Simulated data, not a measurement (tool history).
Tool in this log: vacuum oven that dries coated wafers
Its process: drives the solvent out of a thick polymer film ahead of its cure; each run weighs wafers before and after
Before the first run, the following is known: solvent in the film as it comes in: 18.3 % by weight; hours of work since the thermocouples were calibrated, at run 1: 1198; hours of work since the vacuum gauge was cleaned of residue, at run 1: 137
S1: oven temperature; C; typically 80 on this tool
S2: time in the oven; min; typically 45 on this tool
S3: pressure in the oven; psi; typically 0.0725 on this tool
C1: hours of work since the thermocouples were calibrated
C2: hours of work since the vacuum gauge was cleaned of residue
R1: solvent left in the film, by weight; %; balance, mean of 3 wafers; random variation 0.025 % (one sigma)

run,hour,S1,S2,S3,C1,C2,R1
1,0.0,80,45,0.0725,1198,137,0.98
2,52.3,80,45,0.0725,1223,162,0.92
3,98.4,80,41,0.0725,1245,184,1.08
4,137.3,80,41,0.0725,1263,202,1.07
5,204.3,80,45,0.0725,1295,234,0.90
6,272.2,80,45,0.0725,1328,267,0.90
7,333.3,80,45,0.2589,1357,296,1.61
8,383.4,80,45,0.2589,1381,320,1.58
9,423.8,80,45,0.2589,1400,340,1.62
10,480.2,80,45,0.2589,1427,366,1.58
11,541.2,80,45,0.2589,1457,396,1.61
12,587.4,80,45,0.2589,1479,418,1.61
13,636.4,80,45,0.2589,1502,441,1.63
14,690.5,80,45,0.2589,1528,467,1.59
15,731.5,69,45,0.0725,1548,487,3.21
16,762.6,71,45,0.0802,1563,502,2.68
17,823.5,71,25,0.1155,1592,531,5.67
# hour 862.5: oven's thermocouples calibrated
18,867.1,71,25,0.1155,2,551,6.54
19,927.1,88,43,0.1366,31,579,0.69
20,970.7,72,25,0.1649,52,600,6.32
21,999.3,79,25,0.0457,65,614,3.53
22,1050.7,92,25,0.2574,90,639,1.32
23,1108.8,74,70,0.0875,118,666,1.20
24,1175.1,74,36,0.0571,150,698,3.32
25,1240.4,74,36,0.0571,181,729,3.33

Some steps in R1, run to run, broken into two amounts with sign: the step expected even without the hidden condition (settings, incoming material, random variation), and the rest, left for the hidden condition together with whatever gauge scatter is not in both the measured and the hidden-condition-free result:
Unlogged tool condition in this case: true wafer temperature over the reading, C; true pressure over the reading, kPa; drift of the gauge itself on solvent_pct, %.
Run 14 -> 15: S1 80 -> 69, S3 0.2589 -> 0.0725. R1 +1.62 %: hidden state -0.39, all else +2.01.
Run 17 -> 18: oven's thermocouples calibrated. R1 +0.87 %: hidden state +0.84, all else +0.03.
Run 18 -> 19: S1 71 -> 88, S2 25 -> 43, S3 0.1155 -> 0.1366. R1 -5.85 %: hidden state +0.08, all else -5.93.
Run 19 -> 20: S1 88 -> 72, S2 43 -> 25, S3 0.1366 -> 0.1649. R1 +5.63 %: hidden state -0.10, all else +5.73.

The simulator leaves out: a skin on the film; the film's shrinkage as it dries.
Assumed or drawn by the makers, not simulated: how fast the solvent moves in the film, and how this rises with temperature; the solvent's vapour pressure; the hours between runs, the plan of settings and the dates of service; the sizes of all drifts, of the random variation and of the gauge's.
